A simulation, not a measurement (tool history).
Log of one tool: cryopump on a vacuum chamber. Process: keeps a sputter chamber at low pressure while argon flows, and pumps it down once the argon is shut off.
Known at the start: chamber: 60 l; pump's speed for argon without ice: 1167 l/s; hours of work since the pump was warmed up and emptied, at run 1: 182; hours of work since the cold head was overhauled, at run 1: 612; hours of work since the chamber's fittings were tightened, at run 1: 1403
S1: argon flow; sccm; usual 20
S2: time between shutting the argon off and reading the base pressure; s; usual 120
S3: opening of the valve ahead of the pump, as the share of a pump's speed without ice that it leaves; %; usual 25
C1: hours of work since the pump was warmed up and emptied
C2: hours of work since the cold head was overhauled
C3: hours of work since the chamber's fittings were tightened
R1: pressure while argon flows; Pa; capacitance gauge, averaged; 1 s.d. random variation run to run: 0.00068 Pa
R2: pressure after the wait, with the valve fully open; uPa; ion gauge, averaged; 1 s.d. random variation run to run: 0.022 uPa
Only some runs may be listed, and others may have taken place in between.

run 1 hour=0 | S1=20 S2=120 S3=25 | C1=182 C2=612 C3=1403 | R1=0.1208 R2=2.76
run 2 hour=18.1 | S1=13 S2=120 S3=25 | C1=198 C2=628 C3=1419 | R1=0.0797 R2=2.77
run 3 hour=41 | S1=13 S2=120 S3=25 | C1=219 C2=648 C3=1439 | R1=0.0803 R2=2.88
run 4 hour=52.6 | S1=13 S2=120 S3=25 | C1=229 C2=658 C3=1450 | R1=0.0802 R2=2.88
run 5 hour=72.5 | S1=20 S2=120 S3=25 | C1=246 C2=676 C3=1467 | R1=0.1217 R2=3.04
run 6 hour=85.4 | S1=20 S2=120 S3=16 | C1=258 C2=687 C3=1479 | R1=0.1877 R2=3.17
run 7 hour=104.7 | S1=20 S2=120 S3=16 | C1=275 C2=705 C3=1496 | R1=0.1895 R2=3.21
run 8 hour=115.2 | S1=20 S2=120 S3=16 | C1=284 C2=714 C3=1505 | R1=0.1893 R2=3.16
run 9 hour=139.2 | S1=20 S2=120 S3=16 | C1=305 C2=735 C3=1526 | R1=0.1899 R2=3.24
run 10 hour=160.9 | S1=20 S2=120 S3=16 | C1=325 C2=754 C3=1546 | R1=0.1904 R2=3.26
run 11 hour=178.1 | S1=20 S2=120 S3=16 | C1=340 C2=769 C3=1561 | R1=0.1906 R2=3.48
run 12 hour=201 | S1=20 S2=120 S3=16 | C1=360 C2=790 C3=1581 | R1=0.1918 R2=3.56
run 13 hour=220.7 | S1=20 S2=120 S3=25 | C1=377 C2=807 C3=1598 | R1=0.1273 R2=3.67
run 14 hour=233.2 | S1=20 S2=120 S3=25 | C1=389 C2=818 C3=1609 | R1=0.1276 R2=3.71
run 15 hour=248.3 | S1=20 S2=94 S3=25 | C1=402 C2=832 C3=1623 | R1=0.1285 R2=3.73
run 16 hour=270.8 | S1=10 S2=33 S3=36 | C1=422 C2=851 C3=1643 | R1=0.0475 R2=4.69
-- hour=280.3 pump warmed up, emptied and cooled again
run 17 hour=291.6 | S1=17 S2=56 S3=36 | C1=10 C2=865 C3=1657 | R1=0.0689 R2=3.1
run 18 hour=310.5 | S1=17 S2=50 S3=36 | C1=27 C2=882 C3=1673 | R1=0.0697 R2=3.27
run 19 hour=320.3 | S1=17 S2=50 S3=54 | C1=35 C2=891 C3=1682 | R1=0.0468 R2=3.25
run 20 hour=340.3 | S1=26 S2=125 S3=32 | C1=53 C2=909 C3=1700 | R1=0.1205 R2=2.99
run 21 hour=364.1 | S1=20 S2=71 S3=24 | C1=74 C2=930 C3=1721 | R1=0.1231 R2=3.22
-- hour=373.8 leaking fittings of the chamber tightened, without venting
run 22 hour=376.5 | S1=20 S2=71 S3=24 | C1=83 C2=939 C3=2 | R1=0.1225 R2=0.81
run 23 hour=393.5 | S1=17 S2=120 S3=40 | C1=98 C2=954 C3=17 | R1=0.0638 R2=0.61
run 24 hour=410 | S1=14 S2=120 S3=15 | C1=113 C2=968 C3=32 | R1=0.1375 R2=0.66
run 25 hour=429.8 | S1=11 S2=25 S3=34 | C1=130 C2=986 C3=50 | R1=0.0482 R2=1.79
run 26 hour=447.9 | S1=11 S2=25 S3=56 | C1=147 C2=1002 C3=66 | R1=0.0306 R2=1.85
run 27 hour=457.7 | S1=11 S2=25 S3=56 | C1=155 C2=1011 C3=74 | R1=0.0316 R2=1.89
run 28 hour=476.5 | S1=11 S2=174 S3=27 | C1=172 C2=1027 C3=91 | R1=0.0619 R2=0.7
run 29 hour=492.1 | S1=26 S2=23 S3=27 | C1=186 C2=1041 C3=105 | R1=0.1459 R2=1.97

Here are 4 independent what-if runs from the current tool condition. What would each one return?
run A hour=515.5 | S1=11 S2=31 S3=32 | C1=206 C2=1062 C3=125 | R1=? R2=?
run B hour=515.5 | S1=26 S2=23 S3=49 | C1=206 C2=1062 C3=125 | R1=? R2=?
run C hour=515.5 | S1=20 S2=38 S3=50 | C1=206 C2=1062 C3=125 | R1=? R2=?
run D hour=515.5 | S1=18 S2=23 S3=27 | C1=206 C2=1062 C3=125 | R1=? R2=?

run=A R1=0.053 R2=1.68
run=B R1=0.0838 R2=2.12
run=C R1=0.0641 R2=1.49
run=D R1=0.1009 R2=2.14
What these runs would have given with no unlogged condition in the tool:
run=A R1=0.05 R2=1.42
run=B R1=0.0766 R2=1.86
run=C R1=0.0586 R2=1.22
run=D R1=0.096 R2=1.88
